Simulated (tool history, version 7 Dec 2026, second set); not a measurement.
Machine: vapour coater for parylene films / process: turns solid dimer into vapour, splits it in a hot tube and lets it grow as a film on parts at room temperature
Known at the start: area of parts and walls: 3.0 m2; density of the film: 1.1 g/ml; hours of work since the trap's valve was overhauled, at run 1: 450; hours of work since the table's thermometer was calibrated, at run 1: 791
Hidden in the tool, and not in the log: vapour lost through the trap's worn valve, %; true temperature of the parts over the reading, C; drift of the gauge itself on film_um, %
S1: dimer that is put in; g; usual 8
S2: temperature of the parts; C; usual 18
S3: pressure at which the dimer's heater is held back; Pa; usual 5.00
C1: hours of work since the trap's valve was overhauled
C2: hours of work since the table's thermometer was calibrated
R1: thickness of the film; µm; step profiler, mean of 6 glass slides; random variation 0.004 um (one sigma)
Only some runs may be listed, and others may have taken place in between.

run     day  S1  S2     S3   C1   C2     R1
  1   0.000   8  18   5.00  450  791  1.134
      0.375  -- trap's valve overhauled
  2   1.062   8  20   5.00   14  809  1.084
  3   1.621   8  18   7.50   25  820  1.096
  4   2.138   8  18   7.50   35  830  1.095
  5   3.179   8  18   7.50   56  851  1.089
  6   4.058   8  18   7.50   74  869  1.092
  7   4.671   8  18   7.50   86  881  1.094
  8   5.629   8  18   7.50  106  900  1.083
  9   6.412   8  18   5.00  121  916  1.176
 10   6.958   8  18   5.00  132  927  1.174
 11   7.888  12  18   5.00  151  946  1.747
      8.012  -- table's thermometer calibrated
 12   8.479   8  12   5.00  162    9  1.487
 13   9.529   8  18   3.21  183   30  1.232
 14  10.067   8  12   3.21  194   41  1.602
 15  10.762   8  14   2.45  208   55  1.555
     11.021  -- table's thermometer calibrated, once more
 16  11.779   8  14   6.02  227   15  1.372
 17  12.229   4  12   9.46  236   24  0.683
 18  12.704   4  12   9.46  246   34  0.687
 19  13.242   8  18  11.36  257   45  1.022
 20  13.975   8  24   3.79  271   59  0.968
 21  14.450   8  24   3.79  281   69  0.969
 22  15.038  10  17   6.79  293   81  1.460
 23  16.029   3  26   9.05  313  101  0.282
 24  16.733  14  15   7.18  327  115  2.194

Forecast each of these 3 alternatives for the next run:
  A  17.567   3  10  5.00  344  131   ?
  B  17.567   5  17  7.18  344  131   ?
  C  17.567   6  15  3.38  344  131   ?

run     R1
  A  0.623
  B  0.718
  C  1.079
The same runs, with their run-to-run variation unchanged, on a tool lacking any hidden condition would have given:
run     R1
  A  0.646
  B  0.744
  C  1.119
